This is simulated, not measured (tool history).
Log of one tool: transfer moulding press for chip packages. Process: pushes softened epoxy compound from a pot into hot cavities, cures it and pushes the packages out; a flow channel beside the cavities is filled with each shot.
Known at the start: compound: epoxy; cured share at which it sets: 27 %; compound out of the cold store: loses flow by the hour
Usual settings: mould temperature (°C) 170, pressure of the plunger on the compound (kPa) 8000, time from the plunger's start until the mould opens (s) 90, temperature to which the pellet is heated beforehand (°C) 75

run	hour	mould temperature (°C)	pressure of the plunger on the compound (kPa)	time from the plunger's start until the mould opens (s)	temperature to which the pellet is heated beforehand (°C)	incoming compound's hours out of the cold store	length that the compound runs in the flow channel (mm)	greatest force on the pins that push the packages out (N)
1	0	170	8000	90	75	18.1	864.9	418
# hour 5.6: plunger's sealing rings changed
2	22.1	170	8000	90	75	40	768.2	430
# hour 45.3: cavities cleaned with cleaning compound and waxed
3	62	170	8000	90	75	21.9	859.7	365
# hour 77.9: mould's thermocouples calibrated
4	103.4	170	8000	90	75	19.3	868.9	420
# hour 125.9: cavities cleaned with cleaning compound and waxed
5	131	170	8000	90	75	32	802.4	304
6	163.3	170	8000	90	84	23.6	842.8	401
7	186.1	170	8000	90	84	32	798.6	428
# hour 203.5: cavities cleaned with cleaning compound and waxed
8	213.7	170	8000	90	84	31.6	798.3	321
9	236.3	170	8000	90	84	47.4	723.5	349
10	260	174	8000	90	84	12.7	891.5	385
# hour 280: cavities cleaned with cleaning compound and waxed
11	297.7	170	8000	90	75	21.3	849.3	364
12	331	170	8000	90	75	34.5	780.5	400
# hour 351.3: plunger's sealing rings changed
13	355.1	170	8000	90	75	20.9	865.2	428
# hour 358.8: cavities cleaned with cleaning compound and waxed
14	397.4	170	8000	90	75	32	805.1	407
# hour 434.4: cavities cleaned with cleaning compound and waxed
15	434.4	170	8000	90	75	43	749.3	281
16	462.2	169	7460	104	68	23.5	819.7	340
17	493	169	8860	104	68	18.5	918.8	395
# hour 511.2: cavities cleaned with cleaning compound and waxed
18	529.7	169	9440	104	68	10.3	999.1	322
19	555.6	170	6920	96	83	17.6	812.7	382
# hour 586.8: cavities cleaned with cleaning compound and waxed
20	594.6	166	9710	99	78	42.3	831	326
21	623.3	166	9710	99	78	37.5	854.5	417
22	642.5	175	8290	127	78	30	811	366
# hour 663.9: cavities cleaned with cleaning compound and waxed
23	684.8	174	6430	70	75	46.4	644.3	444
# hour 697.5: plunger's sealing rings changed
24	728.9	163	6430	70	72	24.1	770.7	1213
# hour 741.9: cavities cleaned with cleaning compound and waxed
25	773.2	170	6330	126	66	21	765.1	316
26	795.4	170	6360	126	80	15.1	793.4	353
# hour 820.1: cavities cleaned with cleaning compound and waxed
27	820.5	169	7340	78	78	31.2	772.9	403
28	842.1	170	6560	90	75	32.3	723.6	362

3 ways to go on from here, each from the tool as it stands after run 28. What would each give?
A	870.7	170	7270	77	69	14.4	?	?
B	870.7	176	8000	90	75	30.3	?	?
C	870.7	170	9720	90	81	31.7	?	?

run	length that the compound runs in the flow channel (mm)	greatest force on the pins that push the packages out (N)
A	850.8	619
B	797.4	375
C	881.2	430
Without the tool's hidden state the same runs would have given:
run	length that the compound runs in the flow channel (mm)	greatest force on the pins that push the packages out (N)
A	861	394
B	807.1	249
C	891.9	281
